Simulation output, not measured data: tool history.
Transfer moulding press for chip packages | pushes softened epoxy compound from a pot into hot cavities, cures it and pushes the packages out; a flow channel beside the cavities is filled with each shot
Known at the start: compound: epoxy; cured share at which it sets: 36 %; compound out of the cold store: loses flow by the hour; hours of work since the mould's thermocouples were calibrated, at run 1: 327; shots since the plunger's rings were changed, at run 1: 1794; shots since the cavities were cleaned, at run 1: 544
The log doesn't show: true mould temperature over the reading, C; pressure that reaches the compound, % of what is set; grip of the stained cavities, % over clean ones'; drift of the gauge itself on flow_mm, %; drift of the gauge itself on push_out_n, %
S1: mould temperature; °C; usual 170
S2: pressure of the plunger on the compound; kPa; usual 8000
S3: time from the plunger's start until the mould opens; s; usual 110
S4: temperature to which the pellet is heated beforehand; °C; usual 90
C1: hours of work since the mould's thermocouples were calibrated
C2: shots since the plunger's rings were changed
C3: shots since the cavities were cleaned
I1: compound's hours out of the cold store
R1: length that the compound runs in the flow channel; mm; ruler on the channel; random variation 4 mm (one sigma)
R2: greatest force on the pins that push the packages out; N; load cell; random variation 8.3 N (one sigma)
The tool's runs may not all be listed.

run	hour	S1	S2	S3	S4	C1	C2	C3	I1	R1	R2
1	0	170	8000	110	90	327	1794	544	30.5	789	723
# hour 28: cavities cleaned with cleaning compound and waxed
2	73.8	172	8000	110	90	382	2740	600	26.1	795	703
# hour 97.9: cavities cleaned with cleaning compound and waxed
3	112.8	170	8000	110	90	410	3231	196	14.4	840	565
# hour 167: cavities cleaned with cleaning compound and waxed
4	176.2	170	8000	110	90	457	4041	121	44.4	734	486
5	211.5	170	8000	103	90	484	4503	583	25.9	797	794
# hour 231.4: plunger's sealing rings changed
# hour 239.9: cavities cleaned with cleaning compound and waxed
6	278.5	170	8000	143	90	532	596	505	10.6	886	612
# hour 306.8: cavities cleaned with cleaning compound and waxed
7	310.9	170	8000	143	90	556	1000	53	42.2	753	391
# hour 373.3: cavities cleaned with cleaning compound and waxed
8	375.7	170	8000	143	90	604	1829	32	15.3	862	357
# hour 443.8: cavities cleaned with cleaning compound and waxed
9	451.5	170	8000	124	90	660	2800	100	42.3	744	429
# hour 512.9: cavities cleaned with cleaning compound and waxed
10	528	170	8000	124	90	717	3781	197	33.3	770	539
# hour 582: cavities cleaned with cleaning compound and waxed
11	595.4	170	8000	110	90	768	4644	175	21.6	815	566
# hour 601.4: plunger's sealing rings changed
12	647.2	170	8000	110	90	805	600	820	44.8	748	758
# hour 652.8: cavities cleaned with cleaning compound and waxed
13	716	170	8000	110	90	856	1480	827	11.1	876	830
# hour 721.9: cavities cleaned with cleaning compound and waxed
# hour 760.9: mould's thermocouples calibrated
14	767	168	8000	127	90	5	2102	564	9.8	876	663
# hour 792.4: cavities cleaned with cleaning compound and waxed
15	809.7	168	8000	127	90	36	2641	227	41.5	744	561
# hour 859.8: cavities cleaned with cleaning compound and waxed
16	864.6	168	8000	127	90	77	3339	63	39.9	754	429
17	910.6	176	7700	145	90	112	3941	665	45.3	694	625
# hour 931.4: cavities cleaned with cleaning compound and waxed
18	954.5	176	7700	145	90	144	4496	302	23.8	770	550
# hour 974.5: plunger's sealing rings changed
# hour 1000.3: cavities cleaned with cleaning compound and waxed
19	1010.7	174	8550	99	90	184	455	136	15	880	503
20	1053.9	177	8000	110	90	216	1019	700	21.4	812	662
# hour 1068.1: cavities cleaned with cleaning compound and waxed
21	1091.5	177	8000	110	90	244	1492	306	31.4	768	552
# hour 1134.9: cavities cleaned with cleaning compound and waxed
22	1138.6	170	8000	110	94	279	2088	48	20	832	431
# hour 1205.3: cavities cleaned with cleaning compound and waxed
23	1213.6	169	7960	110	95	335	3050	109	27.3	801	483
# hour 1274.5: cavities cleaned with cleaning compound and waxed
24	1288	170	8000	91	90	390	4003	177	13.7	844	769
# hour 1342.6: plunger's sealing rings changed
# hour 1344.1: cavities cleaned with cleaning compound and waxed
25	1360.1	177	9310	91	82	442	209	209	25.6	857	567
26	1401.1	167	8660	105	94	473	746	746	8.4	945	958

Forecast each of these 3 alternatives for the next run:
# hour 1414.2: cavities cleaned with cleaning compound and waxed
A	1464.4	177	8680	105	94	520	1555	658	13.5	?	?
# hour 1414.2: cavities cleaned with cleaning compound and waxed
B	1464.4	170	8000	110	90	520	1555	658	39.6	?	?
# hour 1414.2: cavities cleaned with cleaning compound and waxed
C	1464.4	175	8970	127	94	520	1555	658	16.6	?	?

run	R1	R2
A	868	648
B	760	739
C	876	641
Without the tool's hidden state the same runs would have given:
run	R1	R2
A	876	321
B	767	362
C	883	317

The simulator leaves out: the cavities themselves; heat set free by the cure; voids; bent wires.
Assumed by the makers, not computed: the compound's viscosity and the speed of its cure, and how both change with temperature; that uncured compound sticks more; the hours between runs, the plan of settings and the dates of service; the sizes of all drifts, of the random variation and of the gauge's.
